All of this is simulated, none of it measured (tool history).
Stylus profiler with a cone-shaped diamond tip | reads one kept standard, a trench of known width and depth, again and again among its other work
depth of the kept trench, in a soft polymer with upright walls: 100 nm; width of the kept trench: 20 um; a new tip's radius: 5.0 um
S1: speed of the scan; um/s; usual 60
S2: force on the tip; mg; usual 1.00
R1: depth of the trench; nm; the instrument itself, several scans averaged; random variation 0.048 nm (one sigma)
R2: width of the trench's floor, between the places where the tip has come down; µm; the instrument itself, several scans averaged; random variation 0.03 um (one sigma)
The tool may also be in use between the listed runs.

Run 1, hour 0.0: usual settings. Result: R1 100.54 nm, R2 17.52 µm.
Run 2, hour 20.5: usual settings. Result: R1 100.44 nm, R2 17.48 µm.
Run 3, hour 57.4: usual settings but S2 0.71 mg. Result: R1 100.37 nm, R2 17.39 µm.
Run 4, hour 84.2: usual settings but S1 104 um/s. Result: R1 100.52 nm, R2 17.10 µm.
Run 5, hour 114.6: usual settings but S1 104 um/s. Result: R1 100.39 nm, R2 17.17 µm.
Run 6, hour 152.4: usual settings but S1 104 um/s. Result: R1 100.51 nm, R2 17.15 µm.
Run 7, hour 184.5: usual settings but S1 16 um/s, S2 0.48 mg. Result: R1 100.28 nm, R2 17.64 µm.
Run 8, hour 201.2: usual settings but S1 16 um/s, S2 0.48 mg. Result: R1 100.30 nm, R2 17.67 µm.
Run 9, hour 240.5: usual settings but S1 115 um/s, S2 0.44 mg. Result: R1 100.21 nm, R2 16.58 µm.
Run 10, hour 270.8: usual settings but S1 115 um/s, S2 0.44 mg. Result: R1 100.25 nm, R2 16.59 µm.
Run 11, hour 300.7: usual settings but S1 178 um/s, S2 2.13 mg. Result: R1 100.75 nm, R2 16.92 µm.

The same runs without the tool's hidden state, with the same run-to-run variation:
The hidden state here: radius of the tip, um; height scale over the true one, %; drift of the gauge itself on depth_nm, %; drift of the gauge itself on floor_um, %.
run      R1     R2
  1  100.56  17.58
  2  100.47  17.56
  3  100.42  17.49
  4  100.57  17.21
  5  100.45  17.30
  6  100.58  17.30
  7  100.36  17.81
  8  100.39  17.85
  9  100.30  16.78
 10  100.36  16.80
 11  100.86  17.15

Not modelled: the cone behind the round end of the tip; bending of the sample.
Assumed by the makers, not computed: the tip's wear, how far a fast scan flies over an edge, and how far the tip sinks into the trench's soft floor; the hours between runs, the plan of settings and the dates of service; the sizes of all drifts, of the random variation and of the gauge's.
